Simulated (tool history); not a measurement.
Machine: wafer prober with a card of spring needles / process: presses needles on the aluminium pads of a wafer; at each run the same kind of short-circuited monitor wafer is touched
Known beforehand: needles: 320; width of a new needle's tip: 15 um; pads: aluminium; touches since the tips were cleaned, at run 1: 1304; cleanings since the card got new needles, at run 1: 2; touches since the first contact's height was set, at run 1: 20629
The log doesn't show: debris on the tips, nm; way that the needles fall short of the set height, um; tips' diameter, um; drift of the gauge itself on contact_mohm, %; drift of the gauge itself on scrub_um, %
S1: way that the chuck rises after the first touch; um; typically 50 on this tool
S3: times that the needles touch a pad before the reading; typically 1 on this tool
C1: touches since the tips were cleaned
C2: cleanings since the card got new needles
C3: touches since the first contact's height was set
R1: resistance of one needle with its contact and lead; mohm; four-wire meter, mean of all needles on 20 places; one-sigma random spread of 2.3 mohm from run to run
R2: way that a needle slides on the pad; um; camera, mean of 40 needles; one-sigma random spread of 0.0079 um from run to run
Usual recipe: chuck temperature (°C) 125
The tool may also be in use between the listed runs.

{"run": 1, "hour": 0.0, "S1": 50, "chuck temperature (°C)": 125, "S3": 1, "C1": 1304, "C2": 2, "C3": 20629, "R1": 342, "R2": 7.265}
{"run": 2, "hour": 13.7, "S1": 50, "chuck temperature (°C)": 125, "S3": 1, "C1": 4273, "C2": 2, "C3": 23598, "R1": 396, "R2": 7.252}
{"run": 3, "hour": 21.5, "S1": 50, "chuck temperature (°C)": 125, "S3": 1, "C1": 5950, "C2": 2, "C3": 25275, "R1": 406, "R2": 7.258}
{"hour": 32.6, "done": "tips cleaned on abrasive film"}
{"run": 4, "hour": 37.2, "S1": 50, "chuck temperature (°C)": 125, "S3": 1, "C1": 986, "C2": 3, "C3": 28639, "R1": 319, "R2": 7.258}
{"run": 5, "hour": 54.0, "S1": 50, "chuck temperature (°C)": 125, "S3": 1, "C1": 4636, "C2": 3, "C3": 32289, "R1": 394, "R2": 7.265}
{"run": 6, "hour": 61.0, "S1": 50, "chuck temperature (°C)": 125, "S3": 1, "C1": 6144, "C2": 3, "C3": 33797, "R1": 415, "R2": 7.244}
{"hour": 71.6, "done": "tips cleaned on abrasive film"}
{"run": 7, "hour": 76.7, "S1": 50, "chuck temperature (°C)": 125, "S3": 1, "C1": 1108, "C2": 4, "C3": 37170, "R1": 333, "R2": 7.259}
{"run": 8, "hour": 86.0, "S1": 50, "chuck temperature (°C)": 125, "S3": 1, "C1": 3121, "C2": 4, "C3": 39183, "R1": 380, "R2": 7.243}
{"run": 9, "hour": 100.4, "S1": 50, "chuck temperature (°C)": 125, "S3": 1, "C1": 6230, "C2": 4, "C3": 42292, "R1": 410, "R2": 7.263}
{"run": 10, "hour": 109.3, "S1": 50, "chuck temperature (°C)": 125, "S3": 2, "C1": 8144, "C2": 4, "C3": 44206, "R1": 356, "R2": 7.25}
{"hour": 110.2, "done": "tips cleaned on abrasive film"}
{"run": 11, "hour": 124.6, "S1": 50, "chuck temperature (°C)": 125, "S3": 2, "C1": 3119, "C2": 5, "C3": 47493, "R1": 329, "R2": 7.238}
{"run": 12, "hour": 131.8, "S1": 51, "chuck temperature (°C)": 88, "S3": 1, "C1": 4676, "C2": 5, "C3": 49050, "R1": 398, "R2": 7.385}
{"run": 13, "hour": 142.8, "S1": 31, "chuck temperature (°C)": 125, "S3": 2, "C1": 7061, "C2": 5, "C3": 51435, "R1": 494, "R2": 4.48}
{"hour": 149.2, "done": "tips cleaned on abrasive film"}
{"run": 14, "hour": 159.9, "S1": 58, "chuck temperature (°C)": 25, "S3": 1, "C1": 2315, "C2": 6, "C3": 55111, "R1": 332, "R2": 8.415}
{"run": 15, "hour": 174.6, "S1": 58, "chuck temperature (°C)": 25, "S3": 1, "C1": 5475, "C2": 6, "C3": 58271, "R1": 366, "R2": 8.406}
{"hour": 187.4, "done": "tips cleaned on abrasive film"}
{"run": 16, "hour": 189.2, "S1": 58, "chuck temperature (°C)": 124, "S3": 1, "C1": 382, "C2": 7, "C3": 61413, "R1": 285, "R2": 8.398}
{"run": 17, "hour": 205.5, "S1": 49, "chuck temperature (°C)": 118, "S3": 3, "C1": 3904, "C2": 7, "C3": 64935, "R1": 313, "R2": 7.096}
{"run": 18, "hour": 214.2, "S1": 36, "chuck temperature (°C)": 118, "S3": 2, "C1": 5788, "C2": 7, "C3": 66819, "R1": 431, "R2": 5.211}
{"hour": 226.3, "done": "tips cleaned on abrasive film"}
{"run": 19, "hour": 227.9, "S1": 64, "chuck temperature (°C)": 125, "S3": 1, "C1": 337, "C2": 8, "C3": 69757, "R1": 282, "R2": 9.256}
{"run": 20, "hour": 237.8, "S1": 38, "chuck temperature (°C)": 74, "S3": 1, "C1": 2487, "C2": 8, "C3": 71907, "R1": 439, "R2": 5.482}
{"run": 21, "hour": 252.5, "S1": 34, "chuck temperature (°C)": 74, "S3": 1, "C1": 5651, "C2": 8, "C3": 75071, "R1": 585, "R2": 4.902}

How would selected steps in R1 from run to run divide? Give the signed amount a tool lacking its hidden state would still show from settings, what came in and random variation, and the signed amount left for the hidden state, including any gauge scatter that is not in both of the compared results.
Run 13 -> 14: S1 31 -> 58, chuck temperature (°C) 125 -> 25, S3 2 -> 1, tips cleaned on abrasive film. R1 -162 mohm: hidden state -123, all else -39.
Run 18 -> 19: S1 36 -> 64, chuck temperature (°C) 118 -> 125, S3 2 -> 1, tips cleaned on abrasive film. R1 -149 mohm: hidden state -137, all else -12.
Run 19 -> 20: S1 64 -> 38, chuck temperature (°C) 125 -> 74. R1 +157 mohm: hidden state +163, all else -6.

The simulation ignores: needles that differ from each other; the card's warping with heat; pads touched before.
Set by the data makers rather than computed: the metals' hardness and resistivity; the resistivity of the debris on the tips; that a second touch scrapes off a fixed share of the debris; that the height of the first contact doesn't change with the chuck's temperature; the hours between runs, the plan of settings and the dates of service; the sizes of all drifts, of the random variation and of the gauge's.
